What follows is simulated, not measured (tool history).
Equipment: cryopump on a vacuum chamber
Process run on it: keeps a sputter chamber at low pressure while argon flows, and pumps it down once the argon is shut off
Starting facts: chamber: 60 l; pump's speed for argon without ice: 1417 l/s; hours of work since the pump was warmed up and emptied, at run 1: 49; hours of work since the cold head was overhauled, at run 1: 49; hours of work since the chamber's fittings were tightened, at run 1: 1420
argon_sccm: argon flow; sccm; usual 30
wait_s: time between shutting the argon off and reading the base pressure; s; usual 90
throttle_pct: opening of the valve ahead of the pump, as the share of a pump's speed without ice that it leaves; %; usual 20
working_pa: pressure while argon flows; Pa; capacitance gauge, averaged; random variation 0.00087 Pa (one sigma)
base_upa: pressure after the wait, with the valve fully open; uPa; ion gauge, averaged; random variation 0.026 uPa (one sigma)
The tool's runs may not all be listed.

run,hour,argon_sccm,wait_s,throttle_pct,hours of work since the pump was warmed up and emptied,hours of work since the cold head was overhauled,hours of work since the chamber's fittings were tightened,working_pa,base_upa
1,0,30,90,20,49,49,1420,0.1803,2.26
2,18.6,30,90,20,61,61,1432,0.1792,2.29
3,30.2,30,90,20,69,69,1440,0.1791,2.3
4,49,15,90,20,81,81,1452,0.09,2.31
5,65.6,32,90,20,92,92,1463,0.1908,2.33
6,80.9,32,90,20,102,102,1473,0.1913,2.32
7,90.2,32,90,20,108,108,1479,0.1925,2.32
8,107.1,32,90,20,120,120,1491,0.1926,2.36
9,121.2,30,220,20,129,129,1500,0.1801,1.88
10,130.8,30,220,20,135,135,1506,0.1789,1.85
11,141.5,16,220,20,142,142,1513,0.0972,1.9
12,160.5,30,90,20,155,155,1526,0.179,2.39
13,172.4,30,90,20,163,163,1534,0.1813,2.44
14,188,30,90,17,173,173,1544,0.2111,2.4
15,204.2,30,90,17,184,184,1555,0.2138,2.39
16,215.8,30,90,17,191,191,1562,0.2132,2.49
17,230.9,30,90,17,201,201,1572,0.2109,2.46
18,244.1,38,90,38,210,210,1581,0.121,2.42
19,261,14,288,47,221,221,1592,0.0358,1.86
20,276.4,25,141,30,231,231,1602,0.1012,2.14
21,294.4,14,64,57,243,243,1614,0.0304,2.8
22,305.8,14,64,57,251,251,1622,0.0304,2.86
23,316.2,19,136,59,258,258,1629,0.0399,2.23
24,327.1,14,136,29,265,265,1636,0.0581,2.21
25,345.4,20,27,30,277,277,1648,0.0814,4.42
26,363.3,19,23,47,289,289,1660,0.0491,5.09
27,380.6,19,23,47,300,300,1671,0.0487,5.06
28,395.1,37,90,20,310,310,1681,0.2223,2.59
29,412.5,44,42,16,321,321,1692,0.3329,3.66
30,431.7,30,60,20,334,334,1705,0.1817,3.02
31,439.7,30,60,20,339,339,1710,0.1809,2.96

Estimate the outcome of run 32 from the log above:
32,450.9,30,60,20,347,347,1718,?,?

{"run 32": {"working_pa": 0.1817, "base_upa": 3.02}}
Were there no unlogged condition in the tool, this run, its random variation unchanged, would have produced working_pa 0.179 Pa, base_upa 1.49 uPa.
